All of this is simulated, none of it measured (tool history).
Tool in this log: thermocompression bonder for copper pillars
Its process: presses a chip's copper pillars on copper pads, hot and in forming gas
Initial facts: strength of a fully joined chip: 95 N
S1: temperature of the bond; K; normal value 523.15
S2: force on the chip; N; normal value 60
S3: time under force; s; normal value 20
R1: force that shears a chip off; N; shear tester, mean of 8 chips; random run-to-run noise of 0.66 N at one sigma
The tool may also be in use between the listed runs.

| run | hour | S1 | S2 | S3 | R1 |
|---|---|---|---|---|---|
| 1 | 0.0 | 523.15 | 60 | 20 | 62.4 |
| 2 | 39.6 | 523.15 | 60 | 20 | 64.0 |
| 3 | 63.1 | 544.15 | 60 | 20 | 74.9 |
|  | 90.4 | forming gas filter changed |
| 4 | 101.6 | 544.15 | 60 | 20 | 75.2 |
| 5 | 131.1 | 544.15 | 60 | 20 | 76.4 |
| 6 | 148.3 | 544.15 | 60 | 20 | 75.3 |
| 7 | 172.0 | 544.15 | 60 | 20 | 74.2 |
| 8 | 189.8 | 544.15 | 60 | 20 | 73.7 |
| 9 | 210.2 | 544.15 | 60 | 20 | 74.6 |
| 10 | 232.2 | 544.15 | 60 | 14 | 69.7 |
|  | 254.1 | forming gas filter changed |
| 11 | 258.3 | 548.15 | 60 | 20 | 77.7 |
| 12 | 281.1 | 548.15 | 60 | 20 | 77.1 |
| 13 | 317.8 | 523.15 | 60 | 17 | 60.5 |
|  | 323.3 | heater calibrated with a thermocouple chip |
| 14 | 352.3 | 523.15 | 60 | 17 | 61.4 |
| 15 | 380.6 | 523.15 | 60 | 17 | 61.2 |
| 16 | 416.8 | 523.15 | 60 | 17 | 61.1 |
|  | 419.3 | forming gas filter changed |
| 17 | 438.0 | 537.15 | 60 | 17 | 71.6 |
| 18 | 472.6 | 544.15 | 60 | 14 | 71.8 |

The next listed run, before its measurement:
|  | 481.7 | heater calibrated with a thermocouple chip, once more |
| 19 | 514.4 | 544.15 | 60 | 14 | ? |

{"run 19": {"R1": 66.6}}
Were there no unlogged condition in the tool, this run, its random variation unchanged, would have produced R1 68.4 N.
